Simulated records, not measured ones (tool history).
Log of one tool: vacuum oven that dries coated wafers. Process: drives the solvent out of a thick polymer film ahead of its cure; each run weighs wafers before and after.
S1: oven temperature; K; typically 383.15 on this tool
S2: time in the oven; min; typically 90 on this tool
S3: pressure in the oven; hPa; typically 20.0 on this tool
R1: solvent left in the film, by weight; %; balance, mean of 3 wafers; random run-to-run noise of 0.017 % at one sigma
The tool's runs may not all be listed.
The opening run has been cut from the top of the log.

run,hour,S1,S2,S3,R1
2,37.2,383.15,90,20.0,3.32
3,68.5,383.15,90,20.0,3.31
4,107.7,383.15,90,20.0,3.30
5,126.0,383.15,90,10.5,2.81
# hour 134.9: oven's thermocouples calibrated
6,148.1,383.15,90,40.2,4.40
7,182.6,383.15,149,20.0,1.70
8,208.7,383.15,149,20.0,1.72
9,239.2,383.15,70,20.0,4.62
10,262.1,383.15,70,20.0,4.67
11,288.8,383.15,70,20.0,4.67
12,328.0,383.15,90,67.2,5.81
13,367.0,383.15,90,67.2,5.86
14,394.8,383.15,90,37.5,4.27
15,418.9,383.15,90,37.5,4.24
16,445.6,383.15,90,37.5,4.25
17,467.7,369.15,90,20.0,9.35
18,494.6,369.15,90,20.0,9.30
19,522.9,369.15,90,20.0,9.31
20,566.4,382.15,115,20.0,2.60
21,591.4,382.15,115,20.0,2.62
22,635.0,382.15,115,20.0,2.58
23,655.8,370.15,64,58.2,13.18
24,691.4,370.15,64,58.2,13.15

Run 25 is up next; what results do you expect?
25,713.3,379.15,90,20.0,?

R1: 4.75 %
Had the tool carried no hidden state, the very same run would have given R1 4.76 %.

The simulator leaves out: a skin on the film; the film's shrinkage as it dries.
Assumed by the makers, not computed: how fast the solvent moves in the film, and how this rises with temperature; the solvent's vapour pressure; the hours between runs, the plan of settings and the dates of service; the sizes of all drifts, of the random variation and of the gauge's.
